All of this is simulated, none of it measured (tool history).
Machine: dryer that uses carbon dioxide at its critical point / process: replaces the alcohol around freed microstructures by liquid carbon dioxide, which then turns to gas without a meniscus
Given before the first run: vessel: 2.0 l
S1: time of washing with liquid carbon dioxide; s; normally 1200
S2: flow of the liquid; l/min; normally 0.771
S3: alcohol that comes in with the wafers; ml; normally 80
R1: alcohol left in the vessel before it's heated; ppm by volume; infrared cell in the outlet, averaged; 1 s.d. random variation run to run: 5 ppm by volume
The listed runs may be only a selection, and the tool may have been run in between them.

run   hour    S1     S2   S3    R1
  1      0  1200  0.771   80    94
  2   36.8  1200  0.771   21    56
  3   83.7  1200  0.771   80    91
  4  121.1  1200  0.771  109   117
  5    158  1200  0.771   80   105
  6  207.3  1200  0.771   80    95
  7  232.7  1200  0.771   80   104
  8    260  1200  0.771   80   105
  9  308.2  1200  0.771   80   108
 10  336.3  1200  0.771   80   103
 11  377.6  1200  0.771   80   102
 12  407.5  1200  0.771   80   112
     431.2  -- inlet filter changed
 13    458   720  0.675   80  1041
 14  484.3   720  0.675   80  1037
 15  512.5  1200  0.675   26    67
 16  537.5  1200  0.675   26    74
 17  585.3   900  0.771   71   233
 18  622.7  1560   0.85  117    57
 19  649.5  1500  0.902   63    46
 20  680.7  1860  0.771   27    53
 21  707.2  1860  0.771   27    57
 22  734.4  1860  0.771   27    58
 23  780.1  1200  0.771  108   111

3 ways to go on from here, each from the tool as it stands after run 23. What would each give?
  A  814.4  1560  1.271   42   ?
  B  814.4   780  0.771   80   ?
  C  814.4  1200  1.276  108   ?

run   R1
  A   58
  B  480
  C   60
Had the tool no hidden state, the same runs would have come out as:
run   R1
  A    7
  B  380
  C    8
